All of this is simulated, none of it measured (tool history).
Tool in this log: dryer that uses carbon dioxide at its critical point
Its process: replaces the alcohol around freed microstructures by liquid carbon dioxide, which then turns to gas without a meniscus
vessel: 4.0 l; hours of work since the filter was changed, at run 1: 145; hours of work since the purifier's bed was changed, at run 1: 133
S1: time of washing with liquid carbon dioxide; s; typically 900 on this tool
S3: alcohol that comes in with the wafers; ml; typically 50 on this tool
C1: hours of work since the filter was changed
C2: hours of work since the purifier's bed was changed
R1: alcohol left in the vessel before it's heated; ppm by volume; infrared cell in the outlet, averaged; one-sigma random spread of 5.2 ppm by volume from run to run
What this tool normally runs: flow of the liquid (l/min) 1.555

Run 1, day 0: usual settings; C1 145; C2 133. Result: R1 164 ppm by volume.
Run 2, day 0.429: usual settings but S1 540 s; C1 153; C2 141. Result: R1 838 ppm by volume.
Run 3, day 0.867: usual settings but flow of the liquid (l/min) 1.18; C1 161; C2 149. Result: R1 435 ppm by volume.
Run 4, day 1.292: usual settings but S1 600 s; C1 169; C2 157. Result: R1 648 ppm by volume.
Run 5, day 1.558: usual settings; C1 174; C2 162. Result: R1 170 ppm by volume.
Run 6, day 1.992: usual settings but flow of the liquid (l/min) 1.49; C1 182; C2 170. Result: R1 203 ppm by volume.
Run 7, day 2.408: usual settings but flow of the liquid (l/min) 1.49; C1 189; C2 177. Result: R1 213 ppm by volume.
Run 8, day 2.838: usual settings but flow of the liquid (l/min) 1.49; C1 197; C2 185. Result: R1 211 ppm by volume.
Run 9, day 3.133: usual settings but S1 840 s; C1 202; C2 190. Result: R1 231 ppm by volume.
Run 10, day 3.654: usual settings but S1 840 s; C1 212; C2 200. Result: R1 248 ppm by volume.
Run 11, day 4.054: usual settings but S1 840 s; C1 219; C2 207. Result: R1 240 ppm by volume.
Run 12, day 4.4: usual settings but S1 840 s, flow of the liquid (l/min) 2.45; C1 225; C2 213. Result: R1 62 ppm by volume.
Run 13, day 4.688: usual settings but S1 840 s, flow of the liquid (l/min) 2.45; C1 231; C2 219. Result: R1 69 ppm by volume.
Run 14, day 5.046: usual settings; C1 237; C2 225. Result: R1 204 ppm by volume.
Run 15, day 5.429: usual settings; C1 244; C2 232. Result: R1 198 ppm by volume.
Run 16, day 5.671: usual settings; C1 248; C2 236. Result: R1 198 ppm by volume.
Run 17, day 6.183: usual settings; C1 258; C2 246. Result: R1 208 ppm by volume.
Run 18, day 6.417: usual settings but S1 1260 s; C1 262; C2 250. Result: R1 67 ppm by volume.
Run 19, day 6.675: usual settings but S1 1260 s; C1 267; C2 255. Result: R1 69 ppm by volume.
Run 20, day 7.017: usual settings but S1 660 s; C1 273; C2 261. Result: R1 573 ppm by volume.
At day 7.154: inlet filter changed.
Run 21, day 7.5: usual settings but S1 660 s; C1 6; C2 269. Result: R1 394 ppm by volume.
Run 22, day 7.954: usual settings but S1 660 s; C1 15; C2 277. Result: R1 414 ppm by volume.
Run 23, day 8.296: usual settings but S3 59 ml; C1 21; C2 284. Result: R1 170 ppm by volume.
Run 24, day 8.542: usual settings but S1 960 s, S3 59 ml; C1 25; C2 288. Result: R1 139 ppm by volume.
Run 25, day 8.783: usual settings but S1 960 s, S3 59 ml; C1 30; C2 292. Result: R1 137 ppm by volume.
Run 26, day 9.129: usual settings but S1 1080 s, flow of the liquid (l/min) 1.29, S3 44 ml; C1 36; C2 299. Result: R1 150 ppm by volume.
Run 27, day 9.525: usual settings but S1 720 s, flow of the liquid (l/min) 2.01, S3 119 ml; C1 43; C2 306. Result: R1 274 ppm by volume.
Run 28, day 9.996: usual settings but S3 107 ml; C1 52; C2 314. Result: R1 292 ppm by volume.
Run 29, day 10.492: usual settings but S1 720 s, flow of the liquid (l/min) 1.46, S3 24 ml; C1 61; C2 323. Result: R1 223 ppm by volume.
Run 30, day 11.012: usual settings but S1 720 s, flow of the liquid (l/min) 1.46, S3 24 ml; C1 70; C2 333. Result: R1 227 ppm by volume.
Run 31, day 11.554: usual settings but S1 720 s, flow of the liquid (l/min) 1.46, S3 24 ml; C1 80; C2 343. Result: R1 231 ppm by volume.
Run 32, day 12.096: usual settings but S3 51 ml; C1 90; C2 353. Result: R1 190 ppm by volume.
Run 33, day 12.404: usual settings but S3 51 ml; C1 96; C2 358. Result: R1 179 ppm by volume.
Run 34, day 12.938: usual settings but S1 780 s, S3 83 ml; C1 105; C2 368. Result: R1 422 ppm by volume.
Run 35, day 13.212: usual settings but S1 600 s, flow of the liquid (l/min) 2.24, S3 105 ml; C1 110; C2 373. Result: R1 364 ppm by volume.
Run 36, day 13.583: usual settings but S1 600 s, flow of the liquid (l/min) 2.24, S3 105 ml; C1 117; C2 380. Result: R1 391 ppm by volume.
Run 37, day 14.121: usual settings but S1 600 s, flow of the liquid (l/min) 2.24, S3 27 ml; C1 127; C2 389. Result: R1 150 ppm by volume.
Run 38, day 14.612: usual settings but S1 600 s, flow of the liquid (l/min) 2.24, S3 27 ml; C1 136; C2 398. Result: R1 147 ppm by volume.
Run 39, day 14.979: usual settings but S1 600 s, flow of the liquid (l/min) 2.24, S3 27 ml; C1 142; C2 405. Result: R1 150 ppm by volume.
Run 40, day 15.488: usual settings but S1 1140 s, flow of the liquid (l/min) 1.33, S3 22 ml; C1 152; C2 414. Result: R1 109 ppm by volume.
Run 41, day 15.746: usual settings but S1 600 s, flow of the liquid (l/min) 1.61, S3 22 ml; C1 156; C2 419. Result: R1 309 ppm by volume.
Run 42, day 16.071: usual settings but S1 600 s, flow of the liquid (l/min) 1.61, S3 22 ml; C1 162; C2 425. Result: R1 306 ppm by volume.
Run 43, day 16.329: usual settings but S1 840 s, flow of the liquid (l/min) 1.61, S3 22 ml; C1 167; C2 430. Result: R1 152 ppm by volume.
Run 44, day 16.679: usual settings but flow of the liquid (l/min) 2.17, S3 109 ml; C1 173; C2 436. Result: R1 120 ppm by volume.
Run 45, day 17.229: usual settings but flow of the liquid (l/min) 2.17, S3 109 ml; C1 183; C2 446. Result: R1 135 ppm by volume.
Run 46, day 17.479: usual settings but S1 660 s, flow of the liquid (l/min) 1.58, S3 68 ml; C1 188; C2 451. Result: R1 687 ppm by volume.

Below are 5 alternative next runs, each starting from the tool's condition after run 46. Predict each:
Run A, day 17.983: usual settings but S1 1260 s, flow of the liquid (l/min) 1.89, S3 40 ml; C1 197; C2 460. Result: R1 ?.
Run B, day 17.983: usual settings but S1 720 s, flow of the liquid (l/min) 2.01, S3 68 ml; C1 197; C2 460. Result: R1 ?.
Run C, day 17.983: usual settings but S1 720 s, flow of the liquid (l/min) 2.21, S3 22 ml; C1 197; C2 460. Result: R1 ?.
Run D, day 17.983: usual settings but S1 840 s, flow of the liquid (l/min) 1.58, S3 68 ml; C1 197; C2 460. Result: R1 ?.
Run E, day 17.983: usual settings but S1 540 s, flow of the liquid (l/min) 2.07, S3 52 ml; C1 197; C2 460. Result: R1 ?.

run   R1
  A   84
  B  237
  C  121
  D  321
  E  434
Without the tool's hidden state the same runs would have given:
run   R1
  A    8
  B  110
  C   35
  D  173
  E  264
